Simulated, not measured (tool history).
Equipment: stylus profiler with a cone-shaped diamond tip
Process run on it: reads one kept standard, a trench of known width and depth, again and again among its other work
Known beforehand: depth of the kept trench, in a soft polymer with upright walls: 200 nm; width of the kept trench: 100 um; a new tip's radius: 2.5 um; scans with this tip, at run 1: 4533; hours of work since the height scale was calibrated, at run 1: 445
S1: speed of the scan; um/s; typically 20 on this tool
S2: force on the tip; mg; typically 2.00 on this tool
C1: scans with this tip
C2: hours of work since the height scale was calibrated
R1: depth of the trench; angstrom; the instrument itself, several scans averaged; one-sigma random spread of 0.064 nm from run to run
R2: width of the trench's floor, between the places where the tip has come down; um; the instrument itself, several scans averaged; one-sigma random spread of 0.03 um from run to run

run 1 hour=0.0 | S1=20 S2=2.00 | C1=4533 C2=445 | R1=2023.7 R2=97.53
run 2 hour=33.8 | S1=20 S2=2.00 | C1=4686 C2=460 | R1=2023.7 R2=97.50
run 3 hour=54.1 | S1=20 S2=2.00 | C1=4778 C2=469 | R1=2023.8 R2=97.49
run 4 hour=83.5 | S1=20 S2=2.00 | C1=4912 C2=483 | R1=2023.6 R2=97.55
run 5 hour=108.2 | S1=20 S2=2.00 | C1=5024 C2=494 | R1=2024.1 R2=97.50
run 6 hour=128.4 | S1=15 S2=2.00 | C1=5116 C2=503 | R1=2024.1 R2=97.54
run 7 hour=164.2 | S1=15 S2=2.00 | C1=5278 C2=519 | R1=2024.2 R2=97.53
run 8 hour=195.7 | S1=15 S2=2.00 | C1=5421 C2=533 | R1=2023.8 R2=97.51
run 9 hour=214.5 | S1=15 S2=2.00 | C1=5506 C2=541 | R1=2025.9 R2=97.49
run 10 hour=239.7 | S1=15 S2=2.00 | C1=5621 C2=552 | R1=2023.6 R2=97.49
-- hour=242.4 height scale calibrated on a step standard
run 11 hour=275.5 | S1=15 S2=2.00 | C1=5781 C2=15 | R1=2025.1 R2=97.41
run 12 hour=308.8 | S1=15 S2=2.00 | C1=5932 C2=30 | R1=2025.0 R2=97.45
run 13 hour=335.5 | S1=63 S2=3.51 | C1=6053 C2=42 | R1=2035.9 R2=97.22
run 14 hour=370.3 | S1=57 S2=4.22 | C1=6211 C2=57 | R1=2039.8 R2=97.28
run 15 hour=397.3 | S1=57 S2=4.22 | C1=6334 C2=69 | R1=2038.9 R2=97.30
-- hour=418.3 height scale calibrated on a step standard, once more
run 16 hour=432.2 | S1=14 S2=2.00 | C1=6490 C2=6 | R1=2023.4 R2=97.42
run 17 hour=448.5 | S1=31 S2=3.01 | C1=6564 C2=13 | R1=2030.7 R2=97.36
run 18 hour=466.4 | S1=68 S2=2.00 | C1=6645 C2=21 | R1=2023.1 R2=97.07
run 19 hour=486.5 | S1=40 S2=2.51 | C1=6736 C2=30 | R1=2026.2 R2=97.27
run 20 hour=505.8 | S1=16 S2=2.00 | C1=6824 C2=39 | R1=2022.9 R2=97.37
run 21 hour=526.0 | S1=36 S2=2.92 | C1=6916 C2=48 | R1=2029.9 R2=97.20
run 22 hour=548.7 | S1=9 S2=1.14 | C1=7018 C2=58 | R1=2016.5 R2=97.40
run 23 hour=574.0 | S1=8 S2=3.70 | C1=7133 C2=69 | R1=2034.8 R2=97.42
run 24 hour=595.3 | S1=8 S2=3.70 | C1=7230 C2=79 | R1=2036.2 R2=97.36

Predict each of these 3 candidate next runs independently; none follows another, all start after run 24:
run A hour=626.4 | S1=26 S2=2.00 | C1=7371 C2=93 | R1=? R2=?
run B hour=626.4 | S1=45 S2=2.00 | C1=7371 C2=93 | R1=? R2=?
run C hour=626.4 | S1=8 S2=1.78 | C1=7371 C2=93 | R1=? R2=?

run=A R1=2024.0 R2=97.28
run=B R1=2024.8 R2=97.16
run=C R1=2021.9 R2=97.35
What these runs would have given with no unlogged condition in the tool:
run=A R1=2023.4 R2=97.92
run=B R1=2024.2 R2=97.80
run=C R1=2021.3 R2=98.00

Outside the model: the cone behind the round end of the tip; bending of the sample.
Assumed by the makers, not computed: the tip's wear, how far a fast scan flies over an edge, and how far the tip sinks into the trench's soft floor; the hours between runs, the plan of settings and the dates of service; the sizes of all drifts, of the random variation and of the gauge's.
